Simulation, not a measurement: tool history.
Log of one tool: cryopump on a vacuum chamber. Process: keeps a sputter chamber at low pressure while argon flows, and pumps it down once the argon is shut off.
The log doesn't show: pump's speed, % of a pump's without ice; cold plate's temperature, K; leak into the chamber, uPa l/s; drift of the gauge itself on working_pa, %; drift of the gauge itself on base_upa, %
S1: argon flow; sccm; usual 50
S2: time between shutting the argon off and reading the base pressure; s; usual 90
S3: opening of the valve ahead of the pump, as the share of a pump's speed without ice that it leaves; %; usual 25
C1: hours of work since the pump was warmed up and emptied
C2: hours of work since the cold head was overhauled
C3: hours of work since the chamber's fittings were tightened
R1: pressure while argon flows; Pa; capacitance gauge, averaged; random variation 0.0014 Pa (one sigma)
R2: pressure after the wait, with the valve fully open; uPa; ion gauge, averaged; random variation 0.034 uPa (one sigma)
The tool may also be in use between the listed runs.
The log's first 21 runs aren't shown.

Run 22, hour 568.3: usual settings but S2 30 s, S3 24 %; C1 262; C2 1359; C3 1763. Result: R1 0.3519 Pa, R2 7.31 uPa.
Run 23, hour 592.7: usual settings but S2 134 s, S3 31 %; C1 277; C2 1375; C3 1779. Result: R1 0.279 Pa, R2 3.72 uPa.
Run 24, hour 610.5: usual settings but S3 60 %; C1 289; C2 1386; C3 1790. Result: R1 0.1535 Pa, R2 4.19 uPa.
Run 25, hour 634.4: usual settings but S1 67 sccm, S2 99 s, S3 35 %; C1 304; C2 1401; C3 1806. Result: R1 0.3346 Pa, R2 4.09 uPa.
Run 26, hour 652.2: usual settings but S1 67 sccm, S2 85 s, S3 34 %; C1 316; C2 1413; C3 1817. Result: R1 0.3443 Pa, R2 4.48 uPa.
At hour 664.3: leaking fittings of the chamber tightened, without venting.
Run 27, hour 672.2: usual settings but S3 48 %; C1 327; C2 1424; C3 5. Result: R1 0.19 Pa, R2 1.93 uPa.
Run 28, hour 704.4: usual settings but S3 48 %; C1 348; C2 1445; C3 26. Result: R1 0.1896 Pa, R2 2.04 uPa.
Run 29, hour 740.1: usual settings but S3 35 %; C1 371; C2 1468; C3 49. Result: R1 0.2542 Pa, R2 2.04 uPa.
Run 30, hour 773.2: usual settings but S1 47 sccm, S2 35 s, S3 20 %; C1 392; C2 1489; C3 70. Result: R1 0.4025 Pa, R2 4.54 uPa.
Run 31, hour 789.1: usual settings but S1 65 sccm, S2 48 s, S3 39 %; C1 402; C2 1499; C3 80. Result: R1 0.304 Pa, R2 3.48 uPa.
Run 32, hour 824.1: usual settings but S1 24 sccm, S3 17 %; C1 425; C2 1522; C3 103. Result: R1 0.2412 Pa, R2 2.1 uPa.
Run 33, hour 854.1: usual settings but S1 84 sccm, S2 68 s, S3 17 %; C1 444; C2 1541; C3 122. Result: R1 0.8434 Pa, R2 2.71 uPa.
Run 34, hour 874.1: usual settings but S1 79 sccm, S2 91 s; C1 457; C2 1554; C3 135. Result: R1 0.5623 Pa, R2 2.26 uPa.

3 ways to go on from here, each from the tool as it stands after run 34. What would each give?
Run A, hour 906.4: usual settings but S2 41 s, S3 30 %; C1 478; C2 1575; C3 156. Result: R1 ?, R2 ?.
Run B, hour 906.4: usual settings but S1 51 sccm, S2 91 s; C1 478; C2 1575; C3 156. Result: R1 ?, R2 ?.
Run C, hour 906.4: usual settings but S1 55 sccm; C1 478; C2 1575; C3 156. Result: R1 ?, R2 ?.

run      R1    R2
  A  0.3013  4.06
  B  0.3639  2.22
  C  0.3916  2.26
Without the tool's hidden state the same runs would have given:
run      R1    R2
  A  0.2657  3.66
  B  0.3274  1.82
  C  0.3523  1.86
